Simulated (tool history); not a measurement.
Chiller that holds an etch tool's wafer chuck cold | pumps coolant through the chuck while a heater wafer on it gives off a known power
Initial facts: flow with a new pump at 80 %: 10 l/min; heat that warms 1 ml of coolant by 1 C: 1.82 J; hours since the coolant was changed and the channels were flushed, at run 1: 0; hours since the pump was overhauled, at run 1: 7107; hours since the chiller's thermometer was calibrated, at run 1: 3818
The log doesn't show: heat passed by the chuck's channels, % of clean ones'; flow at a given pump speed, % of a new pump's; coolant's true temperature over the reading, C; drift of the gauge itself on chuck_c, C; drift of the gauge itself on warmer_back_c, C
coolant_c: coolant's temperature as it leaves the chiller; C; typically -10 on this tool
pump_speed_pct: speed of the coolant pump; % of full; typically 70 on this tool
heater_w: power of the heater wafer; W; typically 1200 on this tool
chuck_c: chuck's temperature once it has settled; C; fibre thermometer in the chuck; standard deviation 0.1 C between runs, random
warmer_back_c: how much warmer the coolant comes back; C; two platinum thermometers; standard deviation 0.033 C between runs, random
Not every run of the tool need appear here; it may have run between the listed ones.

run	hour	coolant_c	pump_speed_pct	heater_w	hours since the coolant was changed and the channels were flushed	hours since the pump was overhauled	hours since the chiller's thermometer was calibrated	chuck_c	warmer_back_c
1	0	-10	70	1200	0	7107	3818	0.5	5.16
# hour 107.4: chiller's thermometer calibrated
2	119.6	-10	70	966	119	7225	12	-1.7	4.15
3	253.4	-10	70	966	252	7359	146	-1.8	4.19
4	328.4	-10	70	966	327	7434	221	-1.7	4.18
5	440.6	-10	70	966	440	7546	333	-1.6	4.19
6	564.3	-5	70	966	563	7670	457	3.2	4.19
7	664.1	-5	70	966	663	7770	557	3.6	4.19
8	791.3	-5	70	1636	790	7897	684	9.2	7.11
9	968.8	-10	70	1200	968	8075	861	0.6	5.19
10	1083.1	-10	70	1200	1082	8189	976	0.8	5.26
11	1167.8	-10	70	1200	1167	8274	1060	0.7	5.28
12	1294.4	-10	70	1200	1293	8400	1187	0.7	5.25
13	1386.1	-10	69	1200	1385	8492	1279	0.5	5.36
14	1492.4	-10	69	1200	1491	8598	1385	0.9	5.38
15	1676.1	-10	69	1200	1675	8782	1569	1	5.4
16	1854.4	-10	70	1200	1853	8960	1747	0.7	5.31
17	2017.7	-13	70	1200	2017	9124	1910	-2.2	5.32
18	2154.3	-13	70	1777	2153	9260	2047	3.1	8
19	2249.3	-13	70	1777	2248	9355	2142	3	7.96
20	2386.9	-10	92	1040	2386	9493	2279	-2.1	3.46
21	2489.4	-10	86	1071	2488	9595	2382	-1.4	3.87
22	2648	-15	88	1200	2647	9754	2541	-5.4	4.2
23	2790.5	-12	83	1219	2790	9896	2683	-2	4.62
24	2965.5	-12	83	1219	2964	10071	2858	-1.7	4.57
25	3141.7	-10	86	1538	3141	10248	3034	2.6	5.55
26	3318.9	-10	86	1538	3318	10425	3211	2.6	5.64
27	3397	-10	86	1538	3396	10503	3290	2.6	5.63
28	3577.1	-7	86	1316	3576	10683	3470	3.7	4.87
29	3673	-7	86	1316	3672	10779	3566	4	4.84
30	3796.9	-7	86	1316	3796	10903	3689	4	4.92
31	3902	-11	99	1316	3901	11008	3795	-1	4.18
32	4002.1	-11	99	1316	4001	11108	3895	-0.8	4.17

Table of differences, measured result less the result of that run with no hidden state. Run-to-run variation is the same in both. Gauge scatter possibly is not:
run	chuck_c	warmer_back_c
1	+1.2	+0.56
2	+0.7	+0.46
3	+0.7	+0.47
4	+0.7	+0.48
5	+0.9	+0.48
6	+0.8	+0.49
7	+0.9	+0.5
8	+1.5	+0.86
9	+1.1	+0.65
10	+1.3	+0.67
11	+1.3	+0.67
12	+1.3	+0.68
13	+1.3	+0.7
14	+1.4	+0.72
15	+1.5	+0.74
16	+1.5	+0.75
17	+1.6	+0.76
18	+2.2	+1.15
19	+2.3	+1.16
20	+1.3	+0.52
21	+1.4	+0.57
22	+1.6	+0.64
23	+1.7	+0.71
24	+1.8	+0.72
25	+2.2	+0.9
26	+2.2	+0.93
27	+2.3	+0.92
28	+2	+0.82
29	+2.2	+0.83
30	+2.2	+0.84
31	+2.1	+0.73
32	+2.1	+0.73
